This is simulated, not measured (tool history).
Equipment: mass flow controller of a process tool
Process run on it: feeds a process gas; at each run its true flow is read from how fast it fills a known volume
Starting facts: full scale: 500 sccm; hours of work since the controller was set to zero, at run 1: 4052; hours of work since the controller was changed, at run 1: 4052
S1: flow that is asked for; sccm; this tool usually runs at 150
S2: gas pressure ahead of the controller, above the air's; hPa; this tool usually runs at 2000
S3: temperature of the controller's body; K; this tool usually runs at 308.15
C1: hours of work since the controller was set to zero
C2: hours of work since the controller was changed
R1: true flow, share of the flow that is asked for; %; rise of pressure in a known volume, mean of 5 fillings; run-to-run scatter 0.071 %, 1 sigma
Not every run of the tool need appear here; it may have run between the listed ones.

{"run": 1, "hour": 0.0, "S1": 150, "S2": 2000, "S3": 308.15, "C1": 4052, "C2": 4052, "R1": 100.36}
{"run": 2, "hour": 90.1, "S1": 150, "S2": 2000, "S3": 308.15, "C1": 4115, "C2": 4115, "R1": 100.37}
{"run": 3, "hour": 246.1, "S1": 150, "S2": 2000, "S3": 308.15, "C1": 4223, "C2": 4223, "R1": 100.38}
{"run": 4, "hour": 405.4, "S1": 150, "S2": 2000, "S3": 308.15, "C1": 4334, "C2": 4334, "R1": 100.4}
{"run": 5, "hour": 561.6, "S1": 150, "S2": 2000, "S3": 308.15, "C1": 4442, "C2": 4442, "R1": 100.33}
{"run": 6, "hour": 663.8, "S1": 150, "S2": 2000, "S3": 308.15, "C1": 4513, "C2": 4513, "R1": 100.41}
{"run": 7, "hour": 753.1, "S1": 150, "S2": 2000, "S3": 308.15, "C1": 4576, "C2": 4576, "R1": 100.39}
{"run": 8, "hour": 918.9, "S1": 150, "S2": 2000, "S3": 308.15, "C1": 4691, "C2": 4691, "R1": 100.37}
{"run": 9, "hour": 1081.9, "S1": 150, "S2": 2000, "S3": 295.15, "C1": 4804, "C2": 4804, "R1": 99.81}
{"run": 10, "hour": 1231.9, "S1": 150, "S2": 2000, "S3": 295.15, "C1": 4908, "C2": 4908, "R1": 99.72}
{"run": 11, "hour": 1348.0, "S1": 150, "S2": 2000, "S3": 295.15, "C1": 4989, "C2": 4989, "R1": 99.62}
{"run": 12, "hour": 1449.7, "S1": 150, "S2": 2340, "S3": 308.15, "C1": 5060, "C2": 5060, "R1": 100.54}
{"run": 13, "hour": 1526.6, "S1": 150, "S2": 2340, "S3": 308.15, "C1": 5113, "C2": 5113, "R1": 100.62}
{"run": 14, "hour": 1690.6, "S1": 150, "S2": 2340, "S3": 308.15, "C1": 5227, "C2": 5227, "R1": 100.36}
{"run": 15, "hour": 1813.3, "S1": 150, "S2": 2340, "S3": 308.15, "C1": 5313, "C2": 5313, "R1": 100.56}
{"run": 16, "hour": 1967.8, "S1": 150, "S2": 2340, "S3": 302.15, "C1": 5420, "C2": 5420, "R1": 100.15}
{"run": 17, "hour": 2117.0, "S1": 150, "S2": 2760, "S3": 308.15, "C1": 5524, "C2": 5524, "R1": 100.72}
{"hour": 2158.5, "done": "controller's zero set anew"}
{"run": 18, "hour": 2271.0, "S1": 150, "S2": 1590, "S3": 308.15, "C1": 78, "C2": 5630, "R1": 100.05}
{"run": 19, "hour": 2355.5, "S1": 150, "S2": 1590, "S3": 297.15, "C1": 137, "C2": 5689, "R1": 99.51}
{"run": 20, "hour": 2513.6, "S1": 150, "S2": 1590, "S3": 297.15, "C1": 247, "C2": 5799, "R1": 99.61}
{"run": 21, "hour": 2656.2, "S1": 150, "S2": 1590, "S3": 297.15, "C1": 346, "C2": 5898, "R1": 99.59}
{"run": 22, "hour": 2812.5, "S1": 150, "S2": 1590, "S3": 297.15, "C1": 455, "C2": 6007, "R1": 99.63}
{"run": 23, "hour": 2886.8, "S1": 150, "S2": 1460, "S3": 308.15, "C1": 506, "C2": 6059, "R1": 100.01}
{"run": 24, "hour": 3015.6, "S1": 150, "S2": 1460, "S3": 308.15, "C1": 596, "C2": 6148, "R1": 100.2}
{"run": 25, "hour": 3148.4, "S1": 120, "S2": 1720, "S3": 298.15, "C1": 688, "C2": 6240, "R1": 99.63}
{"run": 26, "hour": 3300.6, "S1": 141, "S2": 2310, "S3": 294.15, "C1": 794, "C2": 6346, "R1": 99.69}
{"run": 27, "hour": 3419.2, "S1": 141, "S2": 2310, "S3": 294.15, "C1": 876, "C2": 6429, "R1": 99.6}
{"run": 28, "hour": 3488.5, "S1": 141, "S2": 2310, "S3": 294.15, "C1": 925, "C2": 6477, "R1": 99.75}
{"run": 29, "hour": 3566.4, "S1": 141, "S2": 2310, "S3": 294.15, "C1": 979, "C2": 6531, "R1": 99.74}
{"hour": 3655.9, "done": "controller exchanged for a calibrated one"}
{"run": 30, "hour": 3691.2, "S1": 150, "S2": 2190, "S3": 308.15, "C1": 25, "C2": 25, "R1": 100.39}
{"run": 31, "hour": 3802.4, "S1": 56, "S2": 2190, "S3": 294.15, "C1": 102, "C2": 102, "R1": 99.55}
{"run": 32, "hour": 3882.1, "S1": 150, "S2": 2190, "S3": 294.15, "C1": 157, "C2": 157, "R1": 99.63}
{"run": 33, "hour": 3952.7, "S1": 83, "S2": 1400, "S3": 308.15, "C1": 206, "C2": 206, "R1": 100.08}
{"run": 34, "hour": 4034.6, "S1": 83, "S2": 1400, "S3": 308.15, "C1": 263, "C2": 263, "R1": 99.97}
{"run": 35, "hour": 4195.8, "S1": 150, "S2": 2000, "S3": 305.15, "C1": 375, "C2": 375, "R1": 100.08}
{"run": 36, "hour": 4327.1, "S1": 150, "S2": 2270, "S3": 309.15, "C1": 467, "C2": 467, "R1": 100.47}
{"run": 37, "hour": 4403.8, "S1": 128, "S2": 2270, "S3": 310.15, "C1": 520, "C2": 520, "R1": 100.59}
{"run": 38, "hour": 4561.8, "S1": 227, "S2": 1440, "S3": 296.15, "C1": 630, "C2": 630, "R1": 99.39}
{"run": 39, "hour": 4663.1, "S1": 227, "S2": 2370, "S3": 308.15, "C1": 700, "C2": 700, "R1": 100.42}
{"run": 40, "hour": 4827.0, "S1": 227, "S2": 2370, "S3": 308.15, "C1": 814, "C2": 814, "R1": 100.62}
{"run": 41, "hour": 4949.4, "S1": 227, "S2": 2370, "S3": 308.15, "C1": 899, "C2": 899, "R1": 100.53}
{"run": 42, "hour": 5040.4, "S1": 84, "S2": 2000, "S3": 311.15, "C1": 963, "C2": 963, "R1": 100.33}
{"run": 43, "hour": 5127.7, "S1": 84, "S2": 2000, "S3": 311.15, "C1": 1023, "C2": 1023, "R1": 100.42}
{"run": 44, "hour": 5201.8, "S1": 150, "S2": 2260, "S3": 303.15, "C1": 1075, "C2": 1075, "R1": 100.24}
{"run": 45, "hour": 5368.6, "S1": 150, "S2": 1440, "S3": 298.15, "C1": 1191, "C2": 1191, "R1": 99.52}
{"run": 46, "hour": 5471.9, "S1": 168, "S2": 2170, "S3": 311.15, "C1": 1263, "C2": 1263, "R1": 100.51}
{"run": 47, "hour": 5608.6, "S1": 168, "S2": 2170, "S3": 311.15, "C1": 1358, "C2": 1358, "R1": 100.55}

Consider 5 possible next runs. They are alternatives, not a sequence: every one starts from the tool as it was left by run 47. What does each give?
{"run": "A", "hour": 5707.5, "S1": 168, "S2": 2170, "S3": 293.15, "C1": 1426, "C2": 1426, "R1": "?"}
{"run": "B", "hour": 5707.5, "S1": 150, "S2": 2000, "S3": 311.15, "C1": 1426, "C2": 1426, "R1": "?"}
{"run": "C", "hour": 5707.5, "S1": 123, "S2": 2170, "S3": 311.15, "C1": 1426, "C2": 1426, "R1": "?"}
{"run": "D", "hour": 5707.5, "S1": 168, "S2": 2640, "S3": 311.15, "C1": 1426, "C2": 1426, "R1": "?"}
{"run": "E", "hour": 5707.5, "S1": 495, "S2": 1480, "S3": 309.15, "C1": 1426, "C2": 1426, "R1": "?"}

run=A R1=99.54
run=B R1=100.62
run=C R1=100.51
run=D R1=100.73
run=E R1=100.42
Without the tool's hidden state the same runs would have given:
run=A R1=99.53
run=B R1=100.61
run=C R1=100.50
run=D R1=100.72
run=E R1=100.41
